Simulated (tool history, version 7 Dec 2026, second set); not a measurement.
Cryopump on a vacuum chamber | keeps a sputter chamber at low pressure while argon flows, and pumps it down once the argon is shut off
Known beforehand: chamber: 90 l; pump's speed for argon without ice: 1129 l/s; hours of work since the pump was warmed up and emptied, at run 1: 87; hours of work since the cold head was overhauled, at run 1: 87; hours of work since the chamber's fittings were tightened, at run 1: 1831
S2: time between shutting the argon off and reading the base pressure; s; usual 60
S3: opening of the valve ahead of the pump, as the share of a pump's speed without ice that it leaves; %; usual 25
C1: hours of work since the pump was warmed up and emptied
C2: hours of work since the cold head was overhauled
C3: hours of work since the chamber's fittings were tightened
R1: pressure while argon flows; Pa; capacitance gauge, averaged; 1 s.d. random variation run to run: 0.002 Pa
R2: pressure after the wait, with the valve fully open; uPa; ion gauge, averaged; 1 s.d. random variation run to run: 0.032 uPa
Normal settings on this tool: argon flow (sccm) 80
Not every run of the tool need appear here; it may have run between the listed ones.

{"run": 1, "hour": 0.0, "argon flow (sccm)": 80, "S2": 60, "S3": 25, "C1": 87, "C2": 87, "C3": 1831, "R1": 0.4858, "R2": 4.04}
{"run": 2, "hour": 20.4, "argon flow (sccm)": 80, "S2": 60, "S3": 25, "C1": 98, "C2": 98, "C3": 1842, "R1": 0.4845, "R2": 4.24}
{"run": 3, "hour": 47.7, "argon flow (sccm)": 80, "S2": 60, "S3": 25, "C1": 113, "C2": 113, "C3": 1857, "R1": 0.4805, "R2": 4.12}
{"run": 4, "hour": 68.2, "argon flow (sccm)": 80, "S2": 60, "S3": 43, "C1": 124, "C2": 124, "C3": 1868, "R1": 0.2829, "R2": 4.17}
{"run": 5, "hour": 92.1, "argon flow (sccm)": 80, "S2": 60, "S3": 43, "C1": 137, "C2": 137, "C3": 1881, "R1": 0.2844, "R2": 4.14}
{"run": 6, "hour": 119.8, "argon flow (sccm)": 80, "S2": 60, "S3": 18, "C1": 152, "C2": 152, "C3": 1896, "R1": 0.67, "R2": 4.19}
{"run": 7, "hour": 138.3, "argon flow (sccm)": 80, "S2": 60, "S3": 18, "C1": 162, "C2": 162, "C3": 1906, "R1": 0.6765, "R2": 4.19}
{"run": 8, "hour": 165.3, "argon flow (sccm)": 80, "S2": 60, "S3": 25, "C1": 176, "C2": 176, "C3": 1921, "R1": 0.486, "R2": 4.28}
{"run": 9, "hour": 180.6, "argon flow (sccm)": 38, "S2": 60, "S3": 25, "C1": 184, "C2": 184, "C3": 1929, "R1": 0.2298, "R2": 4.39}
{"run": 10, "hour": 197.2, "argon flow (sccm)": 80, "S2": 60, "S3": 25, "C1": 193, "C2": 193, "C3": 1938, "R1": 0.4848, "R2": 4.24}
{"run": 11, "hour": 217.1, "argon flow (sccm)": 80, "S2": 60, "S3": 25, "C1": 204, "C2": 204, "C3": 1949, "R1": 0.491, "R2": 4.41}
{"run": 12, "hour": 242.4, "argon flow (sccm)": 80, "S2": 60, "S3": 25, "C1": 218, "C2": 218, "C3": 1962, "R1": 0.486, "R2": 4.32}
{"run": 13, "hour": 270.9, "argon flow (sccm)": 80, "S2": 60, "S3": 25, "C1": 233, "C2": 233, "C3": 1978, "R1": 0.4897, "R2": 4.26}
{"run": 14, "hour": 294.4, "argon flow (sccm)": 80, "S2": 60, "S3": 25, "C1": 246, "C2": 246, "C3": 1990, "R1": 0.487, "R2": 4.37}
{"run": 15, "hour": 309.2, "argon flow (sccm)": 80, "S2": 204, "S3": 25, "C1": 254, "C2": 254, "C3": 1998, "R1": 0.4869, "R2": 3.4}
{"run": 16, "hour": 331.7, "argon flow (sccm)": 80, "S2": 204, "S3": 25, "C1": 266, "C2": 266, "C3": 2010, "R1": 0.4883, "R2": 3.44}
{"run": 17, "hour": 348.2, "argon flow (sccm)": 80, "S2": 204, "S3": 25, "C1": 275, "C2": 275, "C3": 2019, "R1": 0.4899, "R2": 3.38}
{"run": 18, "hour": 374.7, "argon flow (sccm)": 109, "S2": 86, "S3": 25, "C1": 289, "C2": 289, "C3": 2034, "R1": 0.6707, "R2": 4.05}
{"run": 19, "hour": 402.1, "argon flow (sccm)": 80, "S2": 46, "S3": 25, "C1": 304, "C2": 304, "C3": 2048, "R1": 0.4895, "R2": 5.01}
{"run": 20, "hour": 429.1, "argon flow (sccm)": 80, "S2": 46, "S3": 25, "C1": 318, "C2": 318, "C3": 2063, "R1": 0.4929, "R2": 4.98}
{"run": 21, "hour": 445.5, "argon flow (sccm)": 80, "S2": 46, "S3": 25, "C1": 327, "C2": 327, "C3": 2072, "R1": 0.4916, "R2": 5.05}
{"run": 22, "hour": 461.6, "argon flow (sccm)": 80, "S2": 46, "S3": 25, "C1": 336, "C2": 336, "C3": 2080, "R1": 0.494, "R2": 5.03}
{"run": 23, "hour": 485.5, "argon flow (sccm)": 56, "S2": 60, "S3": 20, "C1": 349, "C2": 349, "C3": 2093, "R1": 0.426, "R2": 4.62}
{"run": 24, "hour": 508.6, "argon flow (sccm)": 56, "S2": 60, "S3": 26, "C1": 361, "C2": 361, "C3": 2106, "R1": 0.33, "R2": 4.78}
{"run": 25, "hour": 537.7, "argon flow (sccm)": 80, "S2": 159, "S3": 16, "C1": 377, "C2": 377, "C3": 2122, "R1": 0.7622, "R2": 3.8}
{"run": 26, "hour": 557.2, "argon flow (sccm)": 126, "S2": 135, "S3": 16, "C1": 388, "C2": 388, "C3": 2132, "R1": 1.2028, "R2": 4}
{"run": 27, "hour": 577.4, "argon flow (sccm)": 126, "S2": 135, "S3": 16, "C1": 398, "C2": 398, "C3": 2143, "R1": 1.2036, "R2": 4}
{"run": 28, "hour": 605.5, "argon flow (sccm)": 126, "S2": 135, "S3": 16, "C1": 414, "C2": 414, "C3": 2158, "R1": 1.1972, "R2": 4}
{"run": 29, "hour": 629.9, "argon flow (sccm)": 67, "S2": 31, "S3": 31, "C1": 427, "C2": 427, "C3": 2171, "R1": 0.336, "R2": 6.13}
{"run": 30, "hour": 654.7, "argon flow (sccm)": 67, "S2": 31, "S3": 31, "C1": 440, "C2": 440, "C3": 2185, "R1": 0.3388, "R2": 6.11}
{"run": 31, "hour": 675.0, "argon flow (sccm)": 67, "S2": 31, "S3": 31, "C1": 451, "C2": 451, "C3": 2196, "R1": 0.3385, "R2": 6.24}
{"run": 32, "hour": 697.6, "argon flow (sccm)": 80, "S2": 29, "S3": 42, "C1": 463, "C2": 463, "C3": 2208, "R1": 0.3041, "R2": 6.21}
{"run": 33, "hour": 718.5, "argon flow (sccm)": 58, "S2": 231, "S3": 23, "C1": 475, "C2": 475, "C3": 2219, "R1": 0.3877, "R2": 3.89}

5 ways to go on from here, each from the tool as it stands after run 33. What would each give?
{"run": "A", "hour": 734.4, "argon flow (sccm)": 55, "S2": 257, "S3": 25, "C1": 483, "C2": 483, "C3": 2228, "R1": "?", "R2": "?"}
{"run": "B", "hour": 734.4, "argon flow (sccm)": 95, "S2": 139, "S3": 18, "C1": 483, "C2": 483, "C3": 2228, "R1": "?", "R2": "?"}
{"run": "C", "hour": 734.4, "argon flow (sccm)": 71, "S2": 64, "S3": 23, "C1": 483, "C2": 483, "C3": 2228, "R1": "?", "R2": "?"}
{"run": "D", "hour": 734.4, "argon flow (sccm)": 82, "S2": 109, "S3": 23, "C1": 483, "C2": 483, "C3": 2228, "R1": "?", "R2": "?"}
{"run": "E", "hour": 734.4, "argon flow (sccm)": 94, "S2": 81, "S3": 23, "C1": 483, "C2": 483, "C3": 2228, "R1": "?", "R2": "?"}

run=A R1=0.3398 R2=3.87
run=B R1=0.8143 R2=4.13
run=C R1=0.4765 R2=5.01
run=D R1=0.5533 R2=4.24
run=E R1=0.6344 R2=4.54
With the hidden condition removed and each run's random variation left untouched, the same runs would have given:
run=A R1=0.3272 R2=0.61
run=B R1=0.7924 R2=0.86
run=C R1=0.4603 R2=1.66
run=D R1=0.5344 R2=1.03
run=E R1=0.6128 R2=1.29
